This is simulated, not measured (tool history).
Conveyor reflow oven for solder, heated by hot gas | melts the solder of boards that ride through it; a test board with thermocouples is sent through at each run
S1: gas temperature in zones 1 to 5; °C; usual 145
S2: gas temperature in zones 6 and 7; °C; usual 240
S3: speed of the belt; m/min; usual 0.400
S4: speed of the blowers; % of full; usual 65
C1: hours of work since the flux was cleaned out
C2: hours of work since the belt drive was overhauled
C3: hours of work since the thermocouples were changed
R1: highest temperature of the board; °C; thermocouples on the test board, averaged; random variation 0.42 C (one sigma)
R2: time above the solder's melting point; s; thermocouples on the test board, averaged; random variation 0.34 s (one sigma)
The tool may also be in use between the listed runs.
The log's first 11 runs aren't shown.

{"run": 12, "hour": 327.0, "S1": 145, "S2": 238, "S3": 0.4, "S4": 65, "C1": 25, "C2": 90, "C3": 174, "R1": 221.6, "R2": 74.5}
{"run": 13, "hour": 362.9, "S1": 145, "S2": 238, "S3": 0.4, "S4": 65, "C1": 43, "C2": 109, "C3": 193, "R1": 221.4, "R2": 74.0}
{"hour": 386.6, "done": "flux residue cleaned out of gas plates and filters, once more"}
{"run": 14, "hour": 394.4, "S1": 145, "S2": 240, "S3": 0.4, "S4": 65, "C1": 4, "C2": 123, "C3": 207, "R1": 225.5, "R2": 77.4}
{"run": 15, "hour": 422.9, "S1": 145, "S2": 240, "S3": 0.4, "S4": 69, "C1": 19, "C2": 138, "C3": 221, "R1": 226.5, "R2": 78.0}
{"run": 16, "hour": 443.3, "S1": 145, "S2": 240, "S3": 0.403, "S4": 65, "C1": 30, "C2": 148, "C3": 232, "R1": 225.0, "R2": 76.1}
{"run": 17, "hour": 462.8, "S1": 145, "S2": 239, "S3": 0.403, "S4": 76, "C1": 40, "C2": 158, "C3": 242, "R1": 227.2, "R2": 78.1}
{"run": 18, "hour": 493.1, "S1": 145, "S2": 239, "S3": 0.403, "S4": 76, "C1": 56, "C2": 174, "C3": 258, "R1": 227.0, "R2": 78.0}
{"run": 19, "hour": 529.6, "S1": 134, "S2": 249, "S3": 0.359, "S4": 65, "C1": 75, "C2": 193, "C3": 277, "R1": 234.7, "R2": 88.2}
{"run": 20, "hour": 564.8, "S1": 154, "S2": 248, "S3": 0.41, "S4": 65, "C1": 93, "C2": 212, "C3": 296, "R1": 231.1, "R2": 83.5}
{"run": 21, "hour": 600.1, "S1": 146, "S2": 240, "S3": 0.4, "S4": 65, "C1": 112, "C2": 230, "C3": 314, "R1": 225.6, "R2": 77.7}
{"run": 22, "hour": 623.9, "S1": 146, "S2": 240, "S3": 0.4, "S4": 65, "C1": 124, "C2": 243, "C3": 327, "R1": 225.1, "R2": 76.4}
{"run": 23, "hour": 640.6, "S1": 145, "S2": 237, "S3": 0.4, "S4": 65, "C1": 133, "C2": 251, "C3": 335, "R1": 221.5, "R2": 74.6}
{"run": 24, "hour": 662.7, "S1": 145, "S2": 237, "S3": 0.4, "S4": 65, "C1": 144, "C2": 263, "C3": 347, "R1": 221.7, "R2": 75.0}
{"run": 25, "hour": 679.6, "S1": 145, "S2": 240, "S3": 0.4, "S4": 54, "C1": 153, "C2": 272, "C3": 356, "R1": 220.9, "R2": 73.4}
{"run": 26, "hour": 707.6, "S1": 145, "S2": 238, "S3": 0.332, "S4": 65, "C1": 168, "C2": 286, "C3": 370, "R1": 227.9, "R2": 95.6}
{"run": 27, "hour": 737.0, "S1": 140, "S2": 240, "S3": 0.4, "S4": 56, "C1": 183, "C2": 302, "C3": 386, "R1": 219.8, "R2": 70.4}
{"run": 28, "hour": 769.8, "S1": 139, "S2": 240, "S3": 0.394, "S4": 50, "C1": 200, "C2": 319, "C3": 403, "R1": 218.2, "R2": 69.1}
{"run": 29, "hour": 806.4, "S1": 143, "S2": 229, "S3": 0.369, "S4": 69, "C1": 220, "C2": 338, "C3": 422, "R1": 217.7, "R2": 76.8}
{"run": 30, "hour": 843.4, "S1": 143, "S2": 229, "S3": 0.369, "S4": 69, "C1": 239, "C2": 357, "C3": 441, "R1": 217.0, "R2": 76.3}

5 ways to go on from here, each from the tool as it stands after run 30. What would each give?
{"run": "A", "hour": 875.4, "S1": 140, "S2": 235, "S3": 0.405, "S4": 65, "C1": 256, "C2": 374, "C3": 458, "R1": "?", "R2": "?"}
{"run": "B", "hour": 875.4, "S1": 156, "S2": 246, "S3": 0.361, "S4": 65, "C1": 256, "C2": 374, "C3": 458, "R1": "?", "R2": "?"}
{"run": "C", "hour": 875.4, "S1": 147, "S2": 240, "S3": 0.4, "S4": 79, "C1": 256, "C2": 374, "C3": 458, "R1": "?", "R2": "?"}
{"run": "D", "hour": 875.4, "S1": 152, "S2": 240, "S3": 0.39, "S4": 65, "C1": 256, "C2": 374, "C3": 458, "R1": "?", "R2": "?"}
{"run": "E", "hour": 875.4, "S1": 157, "S2": 229, "S3": 0.47, "S4": 69, "C1": 256, "C2": 374, "C3": 458, "R1": "?", "R2": "?"}

run=A R1=218.1 R2=68.6
run=B R1=233.9 R2=97.5
run=C R1=227.7 R2=79.4
run=D R1=225.9 R2=83.2
run=E R1=213.4 R2=61.2
Without the tool's hidden state the same runs would have given:
run=A R1=219.6 R2=70.0
run=B R1=235.0 R2=97.6
run=C R1=229.1 R2=80.1
run=D R1=227.1 R2=83.9
run=E R1=214.8 R2=62.7

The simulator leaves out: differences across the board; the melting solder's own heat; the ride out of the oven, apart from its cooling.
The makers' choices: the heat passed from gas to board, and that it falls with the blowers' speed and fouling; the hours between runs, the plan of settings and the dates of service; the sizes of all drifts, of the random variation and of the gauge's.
